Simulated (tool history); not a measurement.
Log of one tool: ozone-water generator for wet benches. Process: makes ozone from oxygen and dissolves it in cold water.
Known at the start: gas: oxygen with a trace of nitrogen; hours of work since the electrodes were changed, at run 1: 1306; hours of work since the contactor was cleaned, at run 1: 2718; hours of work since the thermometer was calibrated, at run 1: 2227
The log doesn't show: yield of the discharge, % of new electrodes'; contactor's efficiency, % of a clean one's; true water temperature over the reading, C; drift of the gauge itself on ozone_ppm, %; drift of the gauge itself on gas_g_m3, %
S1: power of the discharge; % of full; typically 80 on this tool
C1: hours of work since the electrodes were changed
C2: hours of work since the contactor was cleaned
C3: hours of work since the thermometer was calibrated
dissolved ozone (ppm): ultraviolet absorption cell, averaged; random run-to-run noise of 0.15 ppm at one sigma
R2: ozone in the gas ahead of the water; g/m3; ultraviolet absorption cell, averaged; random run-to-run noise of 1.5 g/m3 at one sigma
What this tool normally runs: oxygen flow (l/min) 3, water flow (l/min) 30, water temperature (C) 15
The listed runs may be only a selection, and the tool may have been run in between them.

Run 1, hour 0: usual settings; C1 1306; C2 2718; C3 2227. Result: dissolved ozone (ppm) 17.5, R2 279.9 g/m3.
Run 2, hour 83: usual settings but water temperature (C) 23; C1 1387; C2 2799; C3 2308. Result: dissolved ozone (ppm) 16.1, R2 280.7 g/m3.
Run 3, hour 198.5: usual settings but S1 99 % of full; C1 1500; C2 2911; C3 2421. Result: dissolved ozone (ppm) 19.5, R2 314.2 g/m3.
Run 4, hour 257.4: usual settings but S1 99 % of full, water flow (l/min) 23; C1 1557; C2 2968; C3 2478. Result: dissolved ozone (ppm) 26, R2 317 g/m3.
Run 5, hour 357.8: usual settings but S1 99 % of full, water flow (l/min) 23; C1 1655; C2 3066; C3 2576. Result: dissolved ozone (ppm) 25.7, R2 316.2 g/m3.
Run 6, hour 442.5: usual settings but S1 56 % of full; C1 1737; C2 3148; C3 2658. Result: dissolved ozone (ppm) 14.3, R2 230.5 g/m3.
Run 7, hour 555.1: usual settings but S1 71 % of full, oxygen flow (l/min) 1.7, water flow (l/min) 39, water temperature (C) 8; C1 1847; C2 3258; C3 2768. Result: dissolved ozone (ppm) 11.2, R2 387.8 g/m3.
Run 8, hour 612.6: usual settings but S1 71 % of full, oxygen flow (l/min) 1.7, water flow (l/min) 39, water temperature (C) 8; C1 1903; C2 3314; C3 2824. Result: dissolved ozone (ppm) 11.3, R2 386.7 g/m3.
Run 9, hour 693.3: usual settings but S1 98 % of full, oxygen flow (l/min) 1.7, water flow (l/min) 39, water temperature (C) 19; C1 1981; C2 3393; C3 2902. Result: dissolved ozone (ppm) 12.6, R2 460.2 g/m3.

Expected results for the next run?
Run 10, hour 807.5: usual settings but S1 98 % of full, oxygen flow (l/min) 1.7, water flow (l/min) 39, water temperature (C) 19; C1 2092; C2 3504; C3 3013. Result: dissolved ozone (ppm) ?, R2 ?.

dissolved ozone (ppm): 12.8
R2: 458.3 g/m3
Without the tool's hidden state the same run would have given dissolved ozone (ppm) 12.9, R2 459.2 g/m3.
